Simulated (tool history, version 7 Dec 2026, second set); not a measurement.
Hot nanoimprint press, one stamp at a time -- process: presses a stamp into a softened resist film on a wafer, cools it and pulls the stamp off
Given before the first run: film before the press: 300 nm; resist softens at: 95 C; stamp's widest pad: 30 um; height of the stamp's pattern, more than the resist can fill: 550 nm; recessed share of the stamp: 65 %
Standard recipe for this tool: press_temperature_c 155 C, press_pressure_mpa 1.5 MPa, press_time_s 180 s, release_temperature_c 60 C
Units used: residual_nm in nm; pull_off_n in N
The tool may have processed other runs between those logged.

Run 1, hour 0: usual settings. Result: residual_nm 126 nm, pull_off_n 225 N.
Run 2, hour 22.8: usual settings. Result: residual_nm 127 nm, pull_off_n 216 N.
Run 3, hour 44.9: usual settings. Result: residual_nm 128.2 nm, pull_off_n 211 N.
Run 4, hour 65.7: usual settings. Result: residual_nm 126.7 nm, pull_off_n 214 N.
Run 5, hour 87.4: usual settings. Result: residual_nm 124.8 nm, pull_off_n 208 N.
Run 6, hour 97.6: usual settings. Result: residual_nm 127.9 nm, pull_off_n 219 N.
Run 7, hour 112.1: usual settings but release_temperature_c 54 C. Result: residual_nm 125.9 nm, pull_off_n 251 N.
Run 8, hour 122.6: usual settings but press_pressure_mpa 1.99 MPa. Result: residual_nm 108.7 nm, pull_off_n 215 N.
Run 9, hour 142.5: usual settings but press_pressure_mpa 1.99 MPa. Result: residual_nm 107.5 nm, pull_off_n 220 N.
Run 10, hour 152: usual settings but press_temperature_c 164 C. Result: residual_nm 78 nm, pull_off_n 214 N.
Run 11, hour 168.4: usual settings but press_temperature_c 164 C. Result: residual_nm 78.2 nm, pull_off_n 217 N.
Run 12, hour 190.4: usual settings but press_temperature_c 152 C, press_pressure_mpa 0.96 MPa, press_time_s 358 s, release_temperature_c 50 C. Result: residual_nm 149.1 nm, pull_off_n 273 N.
Run 13, hour 208: usual settings but press_temperature_c 152 C, press_pressure_mpa 0.96 MPa, press_time_s 358 s, release_temperature_c 50 C. Result: residual_nm 150.3 nm, pull_off_n 272 N.
Run 14, hour 223.5: usual settings but press_temperature_c 153 C, press_pressure_mpa 1.49 MPa, press_time_s 176 s. Result: residual_nm 143.3 nm, pull_off_n 217 N.
At hour 238.4: plate thermocouple calibrated.
Run 15, hour 244: usual settings but press_temperature_c 153 C, press_pressure_mpa 1.49 MPa, press_time_s 176 s, release_temperature_c 52 C. Result: residual_nm 142.1 nm, pull_off_n 246 N.
Run 16, hour 257.9: usual settings but press_time_s 90 s. Result: residual_nm 158.9 nm, pull_off_n 227 N.
Run 17, hour 272.4: usual settings but press_temperature_c 156 C, press_pressure_mpa 2.15 MPa, press_time_s 313 s. Result: residual_nm 79.3 nm, pull_off_n 213 N.
Run 18, hour 292.4: usual settings but press_pressure_mpa 1.8 MPa, press_time_s 127 s. Result: residual_nm 127.8 nm, pull_off_n 215 N.
Run 19, hour 310.4: usual settings but press_pressure_mpa 1.8 MPa, press_time_s 127 s. Result: residual_nm 128.4 nm, pull_off_n 215 N.
Run 20, hour 328: usual settings but press_pressure_mpa 1.8 MPa, press_time_s 127 s. Result: residual_nm 129.6 nm, pull_off_n 210 N.
Run 21, hour 347.5: usual settings but press_pressure_mpa 1.8 MPa, press_time_s 127 s. Result: residual_nm 128 nm, pull_off_n 212 N.

Each row is a separate what-if for the run after 21, all from the same tool condition, not one after another. Results?
Run A, hour 359.4: usual settings but press_temperature_c 167 C, release_temperature_c 52 C. Result: residual_nm ?, pull_off_n ?.
Run B, hour 359.4: usual settings but press_temperature_c 149 C, press_pressure_mpa 1.8 MPa, press_time_s 212 s. Result: residual_nm ?, pull_off_n ?.
Run C, hour 359.4: usual settings but press_temperature_c 146 C. Result: residual_nm ?, pull_off_n ?.
Run D, hour 359.4: usual settings but press_temperature_c 154 C, press_pressure_mpa 2.19 MPa, press_time_s 127 s. Result: residual_nm ?, pull_off_n ?.

run  residual_nm  pull_off_n
  A         66.6         256
  B        151.6         220
  C        202.5         214
  D        122.2         214
With no hidden state in the tool, these same runs would have given:
run  residual_nm  pull_off_n
  A         66.6         254
  B        151.5         219
  C        202.4         213
  D        122.1         213

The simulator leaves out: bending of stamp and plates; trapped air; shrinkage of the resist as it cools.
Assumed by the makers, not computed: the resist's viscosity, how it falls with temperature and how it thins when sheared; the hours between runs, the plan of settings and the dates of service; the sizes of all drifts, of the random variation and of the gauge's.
